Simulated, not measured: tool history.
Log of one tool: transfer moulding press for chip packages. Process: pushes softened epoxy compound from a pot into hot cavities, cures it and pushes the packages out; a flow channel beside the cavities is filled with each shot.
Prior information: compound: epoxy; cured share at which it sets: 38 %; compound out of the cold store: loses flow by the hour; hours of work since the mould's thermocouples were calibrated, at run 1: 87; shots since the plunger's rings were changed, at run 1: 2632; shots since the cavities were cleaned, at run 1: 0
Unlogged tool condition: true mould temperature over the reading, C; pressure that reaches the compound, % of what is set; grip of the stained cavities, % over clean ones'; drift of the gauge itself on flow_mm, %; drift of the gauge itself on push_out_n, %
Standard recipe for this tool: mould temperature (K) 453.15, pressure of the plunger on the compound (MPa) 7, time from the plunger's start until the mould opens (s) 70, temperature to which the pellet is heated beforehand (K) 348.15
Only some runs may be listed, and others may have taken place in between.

run   hour  mould temperature (K)  pressure of the plunger on the compound (MPa)  time from the plunger's start until the mould opens (s)  temperature to which the pellet is heated beforehand (K)  hours of work since the mould's thermocouples were calibrated  shots since the plunger's rings were changed  shots since the cavities were cleaned  incoming compound's hours out of the cold store  length that the compound runs in the flow channel (mm)  greatest force on the pins that push the packages out (N)
  1      0                 453.15                                              7                                                       70                                                    348.15                                                             87                                          2632                                      0                                             32.5                                                     838                                                        631
  2    7.8                 453.15                                           7.41                                                       70                                                    348.15                                                             93                                          2791                                    159                                               41                                                     828                                                        800
  3   14.9                 453.15                                           7.41                                                       70                                                    348.15                                                             99                                          2936                                    304                                             37.9                                                     833                                                        892
  4     22                 446.15                                              7                                                       70                                                    348.15                                                            104                                          3079                                    447                                             30.6                                                     876                                                       1725
  5   28.3                 453.15                                              7                                                       70                                                    355.15                                                            109                                          3207                                    575                                             24.8                                                     872                                                       1055
  6   38.7                 453.15                                              7                                                       70                                                    348.15                                                            117                                          3419                                    787                                             32.3                                                     834                                                       1125
  7   50.7                 453.15                                              7                                                       70                                                    348.15                                                            126                                          3664                                   1032                                             31.3                                                     840                                                       1160
      53.6  -- cavities cleaned with cleaning compound and waxed
  8   58.2                 453.15                                              7                                                       70                                                    348.15                                                            131                                          3785                                     93                                             19.4                                                     891                                                       1553
      69.6  -- plunger's sealing rings changed
  9   72.4                 453.15                                              7                                                       70                                                    348.15                                                            140                                            57                                    331                                             24.9                                                     879                                                       1404
 10   79.1                 453.15                                              7                                                       70                                                    348.15                                                            145                                           194                                    468                                             41.4                                                     805                                                       1326
 11     89                 453.15                                              7                                                       70                                                    348.15                                                            153                                           395                                    669                                               29                                                     865                                                       1327
 12  100.9                 453.15                                              7                                                       70                                                    348.15                                                            162                                           636                                    910                                             13.2                                                     927                                                       1365
     109.4  -- cavities cleaned with cleaning compound and waxed
 13  109.4                 453.15                                              7                                                       70                                                    348.15                                                            167                                           779                                      0                                             35.5                                                     840                                                        597
 14  116.1                 453.15                                              7                                                       66                                                    348.15                                                            172                                           915                                    136                                             36.9                                                     831                                                        896
     121.2  -- cavities cleaned with cleaning compound and waxed, once more
 15  129.1                 453.15                                              7                                                       66                                                    348.15                                                            181                                          1149                                    161                                             44.4                                                     797                                                        841
 16  140.8                 453.15                                              7                                                       66                                                    348.15                                                            190                                          1388                                    400                                             24.3                                                     874                                                       1107
 17  146.2                 453.15                                           7.01                                                       70                                                    343.15                                                            194                                          1496                                    508                                               38                                                     819                                                       1026
 18  153.6                 453.15                                           8.67                                                       71                                                    347.15                                                            200                                          1648                                    660                                             40.8                                                     890                                                       1017
 19  164.5                 448.15                                           5.99                                                      106                                                    348.15                                                            209                                          1870                                    882                                             21.6                                                     842                                                        800
 20  171.5                 453.15                                           5.48                                                       51                                                    348.15                                                            214                                          2011                                   1023                                             11.1                                                     824                                                       2663
     174.1  -- cavities cleaned with cleaning compound and waxed
 21  180.9                 458.15                                           5.48                                                       51                                                    348.15                                                            220                                          2171                                    137                                             47.3                                                     685                                                       1016
 22  187.8                 458.15                                           7.99                                                       51                                                    354.15                                                            225                                          2313                                    279                                             18.7                                                     949                                                       1332
 23  199.4                 458.15                                           7.99                                                       51                                                    354.15                                                            234                                          2548                                    514                                             37.4                                                     850                                                       1369
 24  211.1                 447.15                                              7                                                       70                                                    348.15                                                            243                                          2786                                    752                                               38                                                     832                                                       1709
 25  220.7                 453.15                                           6.49                                                       77                                                    348.15                                                            251                                          2981                                    947                                             14.6                                                     870                                                        969
     227.1  -- cavities cleaned with cleaning compound and waxed
 26  231.3                 453.15                                           6.49                                                       77                                                    348.15                                                            258                                          3167                                     87                                             25.3                                                     834                                                        595
 27  243.3                 449.15                                           6.61                                                       70                                                    348.15                                                            267                                          3411                                    331                                               30                                                     828                                                       1203
 28  249.4                 449.15                                           6.61                                                       70                                                    348.15                                                            272                                          3534                                    454                                             42.6                                                     779                                                       1233
 29    261                 447.15                                           6.78                                                       70                                                    342.15                                                            281                                          3770                                    690                                             11.1                                                     934                                                       1921

Here are 3 independent what-if runs from the current tool condition. What would each one return?
  A   269                 459.15                                              7                                                       73                                                    340.15                                                            287                                          3933                                    853                                             21.3                                                       ?                                                          ?
  B   269                 454.15                                           6.78                                                       74                                                    342.15                                                            287                                          3933                                    853                                               27                                                       ?                                                          ?
  C   269                 453.15                                              7                                                       70                                                    339.15                                                            287                                          3933                                    853                                             39.1                                                       ?                                                          ?

run  length that the compound runs in the flow channel (mm)  greatest force on the pins that push the packages out (N)
  A                                                     849                                                        805
  B                                                     828                                                        972
  C                                                     800                                                       1151
Stripped of hidden state, with their random variation kept, the same runs would have yielded:
run  length that the compound runs in the flow channel (mm)  greatest force on the pins that push the packages out (N)
  A                                                     874                                                        431
  B                                                     853                                                        530
  C                                                     824                                                        634
